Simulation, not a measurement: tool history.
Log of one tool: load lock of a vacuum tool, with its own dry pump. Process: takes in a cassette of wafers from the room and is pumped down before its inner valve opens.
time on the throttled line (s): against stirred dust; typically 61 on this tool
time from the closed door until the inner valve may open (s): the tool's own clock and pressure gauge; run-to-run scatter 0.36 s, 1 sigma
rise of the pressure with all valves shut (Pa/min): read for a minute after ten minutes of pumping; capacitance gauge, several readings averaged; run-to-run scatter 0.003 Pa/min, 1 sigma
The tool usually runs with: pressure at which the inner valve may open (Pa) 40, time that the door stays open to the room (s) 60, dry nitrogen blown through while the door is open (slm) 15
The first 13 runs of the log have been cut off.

run     day  time on the throttled line (s)  pressure at which the inner valve may open (Pa)  time that the door stays open to the room (s)  dry nitrogen blown through while the door is open (slm)  incoming humidity of the room's air, %  time from the closed door until the inner valve may open (s)  rise of the pressure with all valves shut (Pa/min)
 14  33.804                              61                                               40                                             60                                                       15                                    43.9                                                          91.6                                               0.018
 15  37.525                              61                                               40                                             60                                                       15                                    45.6                                                          92.1                                               0.015
 16  39.733                              61                                               40                                             60                                                       15                                    48.3                                                            92                                               0.011
 17  42.833                              61                                               40                                             60                                                       15                                      45                                                          92.5                                               0.014
 18  44.588                              61                                               40                                             60                                                       15                                    44.5                                                            93                                               0.011
 19  47.912                             104                                               40                                             60                                                       15                                    42.7                                                         129.2                                               0.014
 20  50.912                             104                                               40                                             60                                                       15                                    41.8                                                         128.2                                                0.01
 21  52.625                              52                                               62                                             29                                                        5                                    44.7                                                          82.3                                               0.019
 22  55.017                              52                                               62                                             29                                                        5                                    43.1                                                          82.6                                               0.016
 23  58.475                              52                                               62                                             29                                                        5                                    45.1                                                          82.7                                               0.013
 24  62.296                              38                                               37                                             65                                                        5                                    48.9                                                          73.4                                               0.019
 25  63.979                              61                                               37                                             33                                                       15                                    45.6                                                          92.7                                               0.011
 26  66.446                              73                                               37                                             33                                                       15                                    47.4                                                         103.1                                                0.01
 27  70.125                              66                                               57                                             33                                                       15                                    46.1                                                          95.3                                               0.014
 28  73.146                              84                                               40                                            151                                                       15                                    49.1                                                         111.5                                               0.018
 29  75.662                              92                                               40                                            122                                                       15                                    44.4                                                         118.7                                               0.017
 30  78.542                              92                                               40                                            122                                                       15                                    43.5                                                         118.2                                               0.019
 31  80.375                              92                                               40                                            122                                                       15                                    44.2                                                         118.4                                               0.014
 32  84.104                              47                                               28                                            122                                                       15                                    45.1                                                          82.6                                               0.021
 33  86.358                              47                                               28                                            140                                                       37                                    45.3                                                          82.5                                               0.005
 34  88.933                              47                                               28                                            140                                                       37                                    43.7                                                          82.7                                               0.008
 35  91.612                              47                                               28                                             50                                                       37                                    43.1                                                          81.8                                               0.008
 36  93.312                              47                                               28                                             50                                                       37                                    43.9                                                          82.1                                               0.007

5 options for the next run, each taken on its own from the tool as it stands now. Forecast them:
  A  96.296                             118                                               31                                             49                                                       15                                      47                                                             ?                                                   ?
  B  96.296                              55                                               39                                             37                                                       37                                    45.6                                                             ?                                                   ?
  C  96.296                              61                                               43                                             83                                                        9                                    47.2                                                             ?                                                   ?
  D  96.296                              88                                               28                                             37                                                        4                                    43.2                                                             ?                                                   ?
  E  96.296                              63                                               40                                             44                                                       15                                    45.3                                                             ?                                                   ?

run  time from the closed door until the inner valve may open (s)  rise of the pressure with all valves shut (Pa/min)
  A                                                         142.3                                               0.015
  B                                                          87.5                                               0.006
  C                                                          91.7                                               0.016
  D                                                         116.9                                               0.016
  E                                                          94.2                                               0.008
Had the tool no hidden state, the same runs would have come out as:
run  time from the closed door until the inner valve may open (s)  rise of the pressure with all valves shut (Pa/min)
  A                                                         142.3                                               0.015
  B                                                          87.5                                               0.005
  C                                                          91.7                                               0.016
  D                                                         116.9                                               0.016
  E                                                          94.2                                               0.008
